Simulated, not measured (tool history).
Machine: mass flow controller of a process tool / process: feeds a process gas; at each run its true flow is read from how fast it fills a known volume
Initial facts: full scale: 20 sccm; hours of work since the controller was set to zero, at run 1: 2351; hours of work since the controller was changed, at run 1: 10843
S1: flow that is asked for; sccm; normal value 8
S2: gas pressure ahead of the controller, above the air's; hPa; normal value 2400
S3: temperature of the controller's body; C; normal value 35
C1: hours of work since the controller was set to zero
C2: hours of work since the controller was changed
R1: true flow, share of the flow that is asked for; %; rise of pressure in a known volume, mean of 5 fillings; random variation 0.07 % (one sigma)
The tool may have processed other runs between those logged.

run 1 day=0 | S1=8 S2=2400 S3=35 | C1=2351 C2=10843 | R1=100.12
run 2 day=9.033 | S1=8 S2=1540 S3=35 | C1=2509 C2=11001 | R1=100.13
run 3 day=21.554 | S1=8 S2=1540 S3=35 | C1=2728 C2=11220 | R1=100.11
run 4 day=35.325 | S1=8 S2=1540 S3=35 | C1=2969 C2=11461 | R1=100.1
run 5 day=48.104 | S1=10 S2=2400 S3=35 | C1=3192 C2=11685 | R1=100.6
run 6 day=64.121 | S1=8 S2=2400 S3=26 | C1=3473 C2=11965 | R1=100.24
run 7 day=72.975 | S1=8 S2=2400 S3=26 | C1=3627 C2=12120 | R1=100.32
run 8 day=86.892 | S1=8 S2=2400 S3=26 | C1=3871 C2=12363 | R1=100.38
run 9 day=94.567 | S1=8 S2=2400 S3=26 | C1=4005 C2=12497 | R1=100.46
-- day=101.538 controller exchanged for a calibrated one
run 10 day=102.271 | S1=8 S2=2400 S3=26 | C1=13 C2=13 | R1=98.13
run 11 day=112.654 | S1=8 S2=2400 S3=26 | C1=194 C2=194 | R1=98.18
run 12 day=128.771 | S1=8 S2=2400 S3=34 | C1=476 C2=476 | R1=98.45
run 13 day=144.696 | S1=8 S2=2400 S3=34 | C1=755 C2=755 | R1=98.54
run 14 day=158.117 | S1=8 S2=2400 S3=35 | C1=990 C2=990 | R1=98.7
run 15 day=171.717 | S1=8 S2=2400 S3=31 | C1=1227 C2=1227 | R1=98.71
run 16 day=188.504 | S1=8 S2=2650 S3=31 | C1=1521 C2=1521 | R1=98.55
-- day=189.525 controller's zero set anew
run 17 day=199.379 | S1=8 S2=2400 S3=35 | C1=172 C2=1711 | R1=99.02
run 18 day=211.633 | S1=18 S2=2000 S3=21 | C1=387 C2=1925 | R1=99.84
run 19 day=224.162 | S1=8 S2=1730 S3=35 | C1=606 C2=2144 | R1=99.05
run 20 day=237.712 | S1=3 S2=2060 S3=38 | C1=843 C2=2381 | R1=99.61
run 21 day=252.95 | S1=3 S2=2060 S3=38 | C1=1109 C2=2648 | R1=99.74
-- day=261.417 controller's zero set anew, once more
run 22 day=263.138 | S1=3 S2=2060 S3=38 | C1=30 C2=2826 | R1=97.74
run 23 day=280.946 | S1=3 S2=2060 S3=38 | C1=342 C2=3137 | R1=98.02
run 24 day=294.954 | S1=3 S2=1820 S3=30 | C1=587 C2=3382 | R1=97.8
run 25 day=303.621 | S1=4 S2=1680 S3=35 | C1=738 C2=3534 | R1=98.17
run 26 day=312.342 | S1=6 S2=2790 S3=35 | C1=891 C2=3686 | R1=98.6
run 27 day=323.25 | S1=6 S2=2790 S3=35 | C1=1081 C2=3877 | R1=98.68
run 28 day=340.525 | S1=6 S2=2790 S3=35 | C1=1384 C2=4179 | R1=98.96
run 29 day=350.533 | S1=6 S2=2790 S3=35 | C1=1559 C2=4354 | R1=98.79
run 30 day=361.438 | S1=10 S2=2790 S3=27 | C1=1749 C2=4545 | R1=99.23
run 31 day=376.117 | S1=18 S2=1880 S3=27 | C1=2006 C2=4802 | R1=100.26
run 32 day=384.938 | S1=4 S2=2730 S3=27 | C1=2160 C2=4956 | R1=98.84
run 33 day=398.512 | S1=4 S2=2730 S3=27 | C1=2398 C2=5194 | R1=98.94
run 34 day=407.542 | S1=4 S2=2730 S3=27 | C1=2556 C2=5351 | R1=98.99

Forecast each of these 5 alternatives for the next run:
run A day=422.021 | S1=16 S2=2730 S3=27 | C1=2809 C2=5605 | R1=?
run B day=422.021 | S1=8 S2=2720 S3=32 | C1=2809 C2=5605 | R1=?
run C day=422.021 | S1=11 S2=2400 S3=25 | C1=2809 C2=5605 | R1=?
run D day=422.021 | S1=8 S2=2060 S3=35 | C1=2809 C2=5605 | R1=?
run E day=422.021 | S1=4 S2=1610 S3=27 | C1=2809 C2=5605 | R1=?

run=A R1=100.28
run=B R1=99.41
run=C R1=99.49
run=D R1=99.26
run=E R1=98.91
The same runs, with their run-to-run variation unchanged, on a tool lacking any hidden condition would have given:
run=A R1=99.54
run=B R1=98.38
run=C R1=98.62
run=D R1=98.24
run=E R1=97.34
